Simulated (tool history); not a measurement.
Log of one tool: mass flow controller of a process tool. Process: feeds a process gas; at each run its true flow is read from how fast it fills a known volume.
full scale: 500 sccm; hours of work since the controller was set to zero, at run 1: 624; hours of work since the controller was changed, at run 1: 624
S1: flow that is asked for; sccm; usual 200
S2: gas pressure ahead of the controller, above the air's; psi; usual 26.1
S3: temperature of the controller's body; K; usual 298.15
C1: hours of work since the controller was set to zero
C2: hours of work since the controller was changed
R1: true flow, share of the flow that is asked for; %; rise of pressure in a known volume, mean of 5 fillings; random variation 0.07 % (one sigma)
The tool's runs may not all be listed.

Run 1, hour 0: usual settings; C1 624; C2 624. Result: R1 99.07 %.
Run 2, hour 49.7: usual settings; C1 661; C2 661. Result: R1 99.04 %.
Run 3, hour 90.4: usual settings but S1 282 sccm; C1 691; C2 691. Result: R1 99.33 %.
Run 4, hour 126.6: usual settings but S1 282 sccm; C1 718; C2 718. Result: R1 99.29 %.
Run 5, hour 179.8: usual settings but S1 282 sccm, S3 294.15 K; C1 758; C2 758. Result: R1 98.86 %.
Run 6, hour 256.4: usual settings but S1 282 sccm, S3 294.15 K; C1 814; C2 814. Result: R1 99 %.
Run 7, hour 320.7: usual settings but S1 282 sccm, S3 294.15 K; C1 862; C2 862. Result: R1 99.04 %.
Run 8, hour 381.5: usual settings but S3 299.15 K; C1 907; C2 907. Result: R1 99.27 %.
Run 9, hour 441.3: usual settings but S3 299.15 K; C1 952; C2 952. Result: R1 99.2 %.
Run 10, hour 479: usual settings but S3 308.15 K; C1 980; C2 980. Result: R1 99.85 %.
Run 11, hour 553.6: usual settings; C1 1035; C2 1035. Result: R1 99.13 %.
Run 12, hour 611.5: usual settings; C1 1078; C2 1078. Result: R1 99.05 %.
Run 13, hour 686.6: usual settings but S1 66 sccm; C1 1133; C2 1133. Result: R1 99.3 %.
Run 14, hour 726: usual settings but S1 66 sccm, S2 21.5 psi; C1 1163; C2 1163. Result: R1 99.43 %.
Run 15, hour 798.1: usual settings but S1 66 sccm, S2 21.5 psi; C1 1216; C2 1216. Result: R1 99.49 %.
Run 16, hour 832.5: usual settings but S1 66 sccm, S2 21.5 psi; C1 1242; C2 1242. Result: R1 99.4 %.
Run 17, hour 875.6: usual settings but S1 66 sccm, S2 21.5 psi; C1 1274; C2 1274. Result: R1 99.44 %.
Run 18, hour 931.5: usual settings but S3 306.15 K; C1 1315; C2 1315. Result: R1 99.78 %.
Run 19, hour 974: usual settings but S3 306.15 K; C1 1347; C2 1347. Result: R1 99.65 %.
Run 20, hour 1018.5: usual settings but S3 306.15 K; C1 1380; C2 1380. Result: R1 99.85 %.
Run 21, hour 1064.2: usual settings but S1 491 sccm, S3 306.15 K; C1 1414; C2 1414. Result: R1 100.73 %.
Run 22, hour 1131.8: usual settings but S2 25.8 psi; C1 1464; C2 1464. Result: R1 99.11 %.
Run 23, hour 1180.1: usual settings but S1 62 sccm; C1 1500; C2 1500. Result: R1 99.57 %.
Run 24, hour 1236.8: usual settings but S1 62 sccm; C1 1542; C2 1542. Result: R1 99.57 %.
Run 25, hour 1310.1: usual settings but S1 75 sccm, S2 23.4 psi, S3 297.15 K; C1 1596; C2 1596. Result: R1 99.37 %.
Run 26, hour 1374.3: usual settings but S1 75 sccm, S2 23.4 psi, S3 297.15 K; C1 1644; C2 1644. Result: R1 99.36 %.
Run 27, hour 1446.3: usual settings but S1 182 sccm, S2 36.3 psi, S3 307.15 K; C1 1697; C2 1697. Result: R1 99.58 %.
Run 28, hour 1478.3: usual settings but S1 182 sccm, S2 36.3 psi, S3 307.15 K; C1 1721; C2 1721. Result: R1 99.49 %.
Run 29, hour 1543.6: usual settings but S2 23.2 psi, S3 303.15 K; C1 1769; C2 1769. Result: R1 99.52 %.
Run 30, hour 1581.7: usual settings but S2 23.2 psi, S3 303.15 K; C1 1797; C2 1797. Result: R1 99.69 %.
Run 31, hour 1651.9: usual settings but S1 109 sccm, S3 312.15 K; C1 1850; C2 1850. Result: R1 100.3 %.
Run 32, hour 1729.9: usual settings but S1 439 sccm, S2 30.3 psi; C1 1907; C2 1907. Result: R1 99.59 %.
Run 33, hour 1788.2: usual settings but S1 186 sccm, S2 36 psi; C1 1951; C2 1951. Result: R1 98.73 %.
Run 34, hour 1859.4: usual settings but S1 185 sccm, S3 306.15 K; C1 2003; C2 2003. Result: R1 99.69 %.
Run 35, hour 1923.7: usual settings but S1 338 sccm, S3 307.15 K; C1 2051; C2 2051. Result: R1 100.26 %.
Run 36, hour 1972.7: usual settings but S1 215 sccm, S2 25.8 psi, S3 307.15 K; C1 2088; C2 2088. Result: R1 100 %.
Run 37, hour 2038.8: usual settings but S1 360 sccm, S2 32.1 psi, S3 313.15 K; C1 2137; C2 2137. Result: R1 100.52 %.
Run 38, hour 2084.7: usual settings but S1 256 sccm, S2 32.1 psi, S3 313.15 K; C1 2171; C2 2171. Result: R1 100.43 %.
Run 39, hour 2121.2: usual settings but S1 83 sccm, S2 31.8 psi, S3 302.15 K; C1 2198; C2 2198. Result: R1 99.73 %.
Run 40, hour 2169.3: usual settings but S1 83 sccm, S2 31.8 psi, S3 302.15 K; C1 2233; C2 2233. Result: R1 99.69 %.
Run 41, hour 2225.6: usual settings but S1 202 sccm, S2 28.3 psi, S3 305.15 K; C1 2275; C2 2275. Result: R1 99.71 %.
Run 42, hour 2298.3: usual settings but S3 303.15 K; C1 2329; C2 2329. Result: R1 99.47 %.
Run 43, hour 2373.6: usual settings but S1 151 sccm, S3 313.15 K; C1 2385; C2 2385. Result: R1 100.47 %.
Run 44, hour 2405.6: usual settings but S1 394 sccm, S2 40.2 psi, S3 307.15 K; C1 2409; C2 2409. Result: R1 99.98 %.
Run 45, hour 2460.7: usual settings but S1 290 sccm, S2 40.2 psi, S3 294.15 K; C1 2449; C2 2449. Result: R1 98.53 %.
Run 46, hour 2513.2: usual settings but S1 290 sccm, S2 28.7 psi, S3 294.15 K; C1 2488; C2 2488. Result: R1 98.86 %.
Run 47, hour 2562: usual settings but S1 81 sccm, S2 26 psi, S3 300.15 K; C1 2525; C2 2525. Result: R1 99.83 %.

Forecast each of these 5 alternatives for the next run:
Run A, hour 2596.6: usual settings but S1 95 sccm, S2 28.7 psi, S3 300.15 K; C1 2550; C2 2550. Result: R1 ?.
Run B, hour 2596.6: usual settings but S1 180 sccm, S2 26 psi, S3 300.15 K; C1 2550; C2 2550. Result: R1 ?.
Run C, hour 2596.6: usual settings but S2 39.7 psi; C1 2550; C2 2550. Result: R1 ?.
Run D, hour 2596.6: usual settings but S1 89 sccm, S2 27.3 psi, S3 300.15 K; C1 2550; C2 2550. Result: R1 ?.
Run E, hour 2596.6: usual settings but S1 81 sccm, S2 26 psi, S3 301.15 K; C1 2550; C2 2550. Result: R1 ?.

run     R1
  A  99.58
  B  99.22
  C  98.67
  D  99.61
  E  99.94
Without the tool's hidden state the same runs would have given:
run     R1
  A  98.49
  B  98.82
  C  98.35
  D  98.42
  E  98.59
